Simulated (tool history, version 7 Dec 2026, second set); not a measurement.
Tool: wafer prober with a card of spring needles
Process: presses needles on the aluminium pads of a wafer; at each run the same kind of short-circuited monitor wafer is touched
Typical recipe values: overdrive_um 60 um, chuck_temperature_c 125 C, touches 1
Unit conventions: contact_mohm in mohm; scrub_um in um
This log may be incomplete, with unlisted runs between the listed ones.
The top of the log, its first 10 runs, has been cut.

-- hour=128.6 tips cleaned on abrasive film
run 11 hour=132.3 | overdrive_um=58 chuck_temperature_c=125 touches=1 | contact_mohm=175 scrub_um=13.71
run 12 hour=142.9 | overdrive_um=58 chuck_temperature_c=125 touches=1 | contact_mohm=178 scrub_um=13.77
-- hour=152.5 tips cleaned on abrasive film
run 13 hour=154.6 | overdrive_um=58 chuck_temperature_c=125 touches=1 | contact_mohm=180 scrub_um=13.74
run 14 hour=172.5 | overdrive_um=58 chuck_temperature_c=125 touches=1 | contact_mohm=175 scrub_um=13.79
-- hour=176.7 tips cleaned on abrasive film
-- hour=184.5 gauge calibrated
run 15 hour=190.1 | overdrive_um=58 chuck_temperature_c=125 touches=1 | contact_mohm=174 scrub_um=13.42
run 16 hour=199.6 | overdrive_um=43 chuck_temperature_c=125 touches=1 | contact_mohm=185 scrub_um=10.01
-- hour=200.6 tips cleaned on abrasive film
run 17 hour=214.1 | overdrive_um=51 chuck_temperature_c=74 touches=1 | contact_mohm=166 scrub_um=11.82
-- hour=225.1 tips cleaned on abrasive film
run 18 hour=231.9 | overdrive_um=60 chuck_temperature_c=37 touches=2 | contact_mohm=159 scrub_um=14.1
run 19 hour=243.9 | overdrive_um=60 chuck_temperature_c=37 touches=2 | contact_mohm=158 scrub_um=14.11
-- hour=249.1 tips cleaned on abrasive film
run 20 hour=259.3 | overdrive_um=60 chuck_temperature_c=125 touches=3 | contact_mohm=177 scrub_um=14.09
run 21 hour=270.4 | overdrive_um=50 chuck_temperature_c=48 touches=1 | contact_mohm=163 scrub_um=11.75
-- hour=273.5 tips cleaned on abrasive film
run 22 hour=284.1 | overdrive_um=50 chuck_temperature_c=48 touches=1 | contact_mohm=161 scrub_um=11.86
-- hour=298.1 tips cleaned on abrasive film
run 23 hour=301.6 | overdrive_um=70 chuck_temperature_c=32 touches=1 | contact_mohm=161 scrub_um=16.58
run 24 hour=316.1 | overdrive_um=44 chuck_temperature_c=32 touches=2 | contact_mohm=162 scrub_um=10.38
-- hour=322.2 tips cleaned on abrasive film
run 25 hour=331.7 | overdrive_um=60 chuck_temperature_c=53 touches=1 | contact_mohm=161 scrub_um=14.19
-- hour=346.6 tips cleaned on abrasive film
run 26 hour=348.7 | overdrive_um=60 chuck_temperature_c=53 touches=1 | contact_mohm=158 scrub_um=14.27
run 27 hour=361.2 | overdrive_um=63 chuck_temperature_c=64 touches=1 | contact_mohm=165 scrub_um=15.03
-- hour=366.6 height of the first contact set anew
-- hour=371 tips cleaned on abrasive film
run 28 hour=373.7 | overdrive_um=62 chuck_temperature_c=120 touches=2 | contact_mohm=176 scrub_um=14.71
run 29 hour=390.4 | overdrive_um=42 chuck_temperature_c=120 touches=2 | contact_mohm=181 scrub_um=9.99
-- hour=391.2 gauge calibrated
-- hour=394.7 tips cleaned on abrasive film
run 30 hour=405 | overdrive_um=60 chuck_temperature_c=39 touches=2 | contact_mohm=158 scrub_um=13.98

4 ways to go on from here, each from the tool as it stands after run 30. What would each give?
-- hour=419 tips cleaned on abrasive film
run A hour=419.5 | overdrive_um=65 chuck_temperature_c=58 touches=2 | contact_mohm=? scrub_um=?
-- hour=419 tips cleaned on abrasive film
run B hour=419.5 | overdrive_um=56 chuck_temperature_c=27 touches=2 | contact_mohm=? scrub_um=?
-- hour=419 tips cleaned on abrasive film
run C hour=419.5 | overdrive_um=60 chuck_temperature_c=37 touches=1 | contact_mohm=? scrub_um=?
-- hour=419 tips cleaned on abrasive film
run D hour=419.5 | overdrive_um=74 chuck_temperature_c=125 touches=1 | contact_mohm=? scrub_um=?

run=A contact_mohm=161 scrub_um=15.17
run=B contact_mohm=155 scrub_um=13.06
run=C contact_mohm=161 scrub_um=14.04
run=D contact_mohm=171 scrub_um=17.26
Stripped of hidden state, with their random variation kept, the same runs would have yielded:
run=A contact_mohm=161 scrub_um=15.12
run=B contact_mohm=155 scrub_um=13.01
run=C contact_mohm=161 scrub_um=13.99
run=D contact_mohm=171 scrub_um=17.2
